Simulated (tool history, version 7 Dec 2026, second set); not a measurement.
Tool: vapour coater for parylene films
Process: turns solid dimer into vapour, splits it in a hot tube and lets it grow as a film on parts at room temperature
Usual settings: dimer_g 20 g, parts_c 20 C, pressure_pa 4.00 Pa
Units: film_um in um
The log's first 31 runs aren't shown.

run	hour	dimer_g	parts_c	pressure_pa	hours of work since the trap's valve was overhauled	hours of work since the table's thermometer was calibrated	film_um
# hour 1367.5: table's thermometer calibrated
32	1399.3	20	14	2.28	199	15	14.09
33	1432.7	20	14	2.28	215	31	14.22
34	1486.9	20	25	4.00	241	57	9.99
35	1537.5	22	20	4.00	265	82	12.52
36	1600.7	22	17	9.58	295	112	12.97
37	1661.2	22	17	9.58	324	141	12.77
38	1724.5	33	20	3.60	355	171	19.03
39	1774.8	20	20	2.02	379	195	12.09
40	1832.9	20	22	10.20	407	223	10.00
41	1883.8	20	22	10.20	431	248	10.03
42	1913.8	18	26	4.00	446	262	8.65

Forecast each of these 3 alternatives for the next run:
A	1978.6	17	17	5.94	477	293	?
B	1978.6	18	16	6.66	477	293	?
C	1978.6	16	15	2.69	477	293	?

run	film_um
A	10.14
B	10.98
C	10.59
Without the tool's hidden state the same runs would have given:
run	film_um
A	10.72
B	11.60
C	11.19
